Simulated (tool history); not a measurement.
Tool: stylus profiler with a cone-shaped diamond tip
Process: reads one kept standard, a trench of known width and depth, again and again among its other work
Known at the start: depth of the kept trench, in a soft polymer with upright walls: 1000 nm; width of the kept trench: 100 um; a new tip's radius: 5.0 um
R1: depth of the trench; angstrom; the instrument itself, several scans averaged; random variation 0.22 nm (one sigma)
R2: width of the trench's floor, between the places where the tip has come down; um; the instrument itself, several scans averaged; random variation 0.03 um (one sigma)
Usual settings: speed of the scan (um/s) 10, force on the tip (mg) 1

Run 1, hour 0: usual settings. Result: R1 9998.3 angstrom, R2 93.46 um.
Run 2, hour 30.8: usual settings. Result: R1 9994.4 angstrom, R2 93.42 um.
Run 3, hour 57.1: usual settings. Result: R1 9993.2 angstrom, R2 93.35 um.
Run 4, hour 95.9: usual settings. Result: R1 9994.3 angstrom, R2 93.36 um.
Run 5, hour 134: usual settings. Result: R1 9995.6 angstrom, R2 93.35 um.
Run 6, hour 161.4: usual settings. Result: R1 9991.2 angstrom, R2 93.33 um.
Run 7, hour 192.8: usual settings. Result: R1 9992 angstrom, R2 93.3 um.
Run 8, hour 223: usual settings. Result: R1 9992.8 angstrom, R2 93.28 um.
Run 9, hour 263.4: usual settings. Result: R1 9988.2 angstrom, R2 93.31 um.
Run 10, hour 286.9: usual settings. Result: R1 9990.7 angstrom, R2 93.29 um.
Run 11, hour 322.1: usual settings. Result: R1 9991.7 angstrom, R2 93.29 um.
Run 12, hour 356.1: usual settings but speed of the scan (um/s) 24. Result: R1 9988.9 angstrom, R2 93.13 um.
Run 13, hour 386.6: usual settings but force on the tip (mg) 0.33. Result: R1 9974.7 angstrom, R2 93.17 um.
Run 14, hour 418.9: usual settings but force on the tip (mg) 0.33. Result: R1 9971.5 angstrom, R2 93.17 um.
Run 15, hour 453.2: usual settings but force on the tip (mg) 0.33. Result: R1 9972.8 angstrom, R2 93.21 um.
Run 16, hour 497.4: usual settings but speed of the scan (um/s) 5. Result: R1 9981.8 angstrom, R2 93.27 um.
Run 17, hour 525.6: usual settings but speed of the scan (um/s) 14. Result: R1 9983.2 angstrom, R2 93.18 um.
Run 18, hour 557.7: usual settings but speed of the scan (um/s) 14. Result: R1 9981.2 angstrom, R2 93.13 um.
Run 19, hour 576.8: usual settings. Result: R1 9982.2 angstrom, R2 93.17 um.
Run 20, hour 599.7: usual settings. Result: R1 9980.5 angstrom, R2 93.15 um.
Run 21, hour 639.1: usual settings but force on the tip (mg) 0.85. Result: R1 9980.2 angstrom, R2 93.16 um.
Run 22, hour 673.6: usual settings but force on the tip (mg) 0.85. Result: R1 9978.5 angstrom, R2 93.13 um.
At hour 678.2: height scale calibrated on a step standard.
Run 23, hour 716.1: usual settings but speed of the scan (um/s) 9, force on the tip (mg) 0.85. Result: R1 9949.1 angstrom, R2 93.13 um.
Run 24, hour 738.9: usual settings but speed of the scan (um/s) 11, force on the tip (mg) 0.53. Result: R1 9940.8 angstrom, R2 93.05 um.
Run 25, hour 774.4: usual settings but speed of the scan (um/s) 6, force on the tip (mg) 0.53. Result: R1 9941.5 angstrom, R2 93.16 um.
Run 26, hour 808.1: usual settings but speed of the scan (um/s) 8, force on the tip (mg) 1.7. Result: R1 9958 angstrom, R2 93.07 um.
Run 27, hour 831.6: usual settings but speed of the scan (um/s) 8, force on the tip (mg) 1.7. Result: R1 9960.4 angstrom, R2 93.14 um.
Run 28, hour 874: usual settings but speed of the scan (um/s) 39, force on the tip (mg) 2.64. Result: R1 9973.8 angstrom, R2 92.94 um.
At hour 890.2: height scale calibrated on a step standard, once more.
Run 29, hour 899.7: usual settings but speed of the scan (um/s) 7, force on the tip (mg) 1.69. Result: R1 10045.8 angstrom, R2 93.06 um.
Run 30, hour 939.2: usual settings but speed of the scan (um/s) 2, force on the tip (mg) 0.38. Result: R1 10017.4 angstrom, R2 93.14 um.
Run 31, hour 964: usual settings but speed of the scan (um/s) 3, force on the tip (mg) 2.51. Result: R1 10050.4 angstrom, R2 93.09 um.
Run 32, hour 994.7: usual settings but speed of the scan (um/s) 6, force on the tip (mg) 1.18. Result: R1 10029.9 angstrom, R2 93.07 um.
Run 33, hour 1040: usual settings but speed of the scan (um/s) 6, force on the tip (mg) 1.18. Result: R1 10027.2 angstrom, R2 93.03 um.
Run 34, hour 1061.2: usual settings but speed of the scan (um/s) 6, force on the tip (mg) 1.18. Result: R1 10027.8 angstrom, R2 92.99 um.
Run 35, hour 1097.4: usual settings but speed of the scan (um/s) 6, force on the tip (mg) 1.18. Result: R1 10025.7 angstrom, R2 93.03 um.
Run 36, hour 1125.6: usual settings but speed of the scan (um/s) 6, force on the tip (mg) 1.18. Result: R1 10026.6 angstrom, R2 92.97 um.
Run 37, hour 1160.8: usual settings but speed of the scan (um/s) 13, force on the tip (mg) 1.18. Result: R1 10025.2 angstrom, R2 92.97 um.
Run 38, hour 1187.3: usual settings but speed of the scan (um/s) 2. Result: R1 10022 angstrom, R2 93.01 um.
Run 39, hour 1225.5: usual settings but speed of the scan (um/s) 2. Result: R1 10022.4 angstrom, R2 93.02 um.
Run 40, hour 1252: usual settings but speed of the scan (um/s) 2. Result: R1 10022.4 angstrom, R2 92.98 um.
Run 41, hour 1286.3: usual settings but speed of the scan (um/s) 2. Result: R1 10022.2 angstrom, R2 92.98 um.
Run 42, hour 1314.9: usual settings but speed of the scan (um/s) 28, force on the tip (mg) 0.72. Result: R1 10011.9 angstrom, R2 92.77 um.
Run 43, hour 1334.7: usual settings but force on the tip (mg) 1.37. Result: R1 10024.3 angstrom, R2 92.93 um.
Run 44, hour 1379.2: usual settings but speed of the scan (um/s) 15, force on the tip (mg) 0.34. Result: R1 10004.4 angstrom, R2 92.79 um.
Run 45, hour 1403.7: usual settings but speed of the scan (um/s) 15, force on the tip (mg) 0.34. Result: R1 10004.6 angstrom, R2 92.73 um.

5 ways to go on from here, each from the tool as it stands after run 45. What would each give?
Run A, hour 1441.6: usual settings but force on the tip (mg) 1.1. Result: R1 ?, R2 ?.
Run B, hour 1441.6: usual settings but speed of the scan (um/s) 31, force on the tip (mg) 0.43. Result: R1 ?, R2 ?.
Run C, hour 1441.6: usual settings but force on the tip (mg) 0.47. Result: R1 ?, R2 ?.
Run D, hour 1441.6: usual settings but speed of the scan (um/s) 8, force on the tip (mg) 0.45. Result: R1 ?, R2 ?.
Run E, hour 1441.6: usual settings but speed of the scan (um/s) 5, force on the tip (mg) 0.34. Result: R1 ?, R2 ?.

run       R1     R2
  A  10020.6   92.9
  B    10006  92.62
  C  10005.6  92.88
  D  10006.6  92.85
  E   9997.7   92.9
Without the tool's hidden state the same runs would have given:
run       R1     R2
  A  10033.6  93.95
  B    10019  93.67
  C  10018.6  93.93
  D  10019.6   93.9
  E  10010.8  93.95

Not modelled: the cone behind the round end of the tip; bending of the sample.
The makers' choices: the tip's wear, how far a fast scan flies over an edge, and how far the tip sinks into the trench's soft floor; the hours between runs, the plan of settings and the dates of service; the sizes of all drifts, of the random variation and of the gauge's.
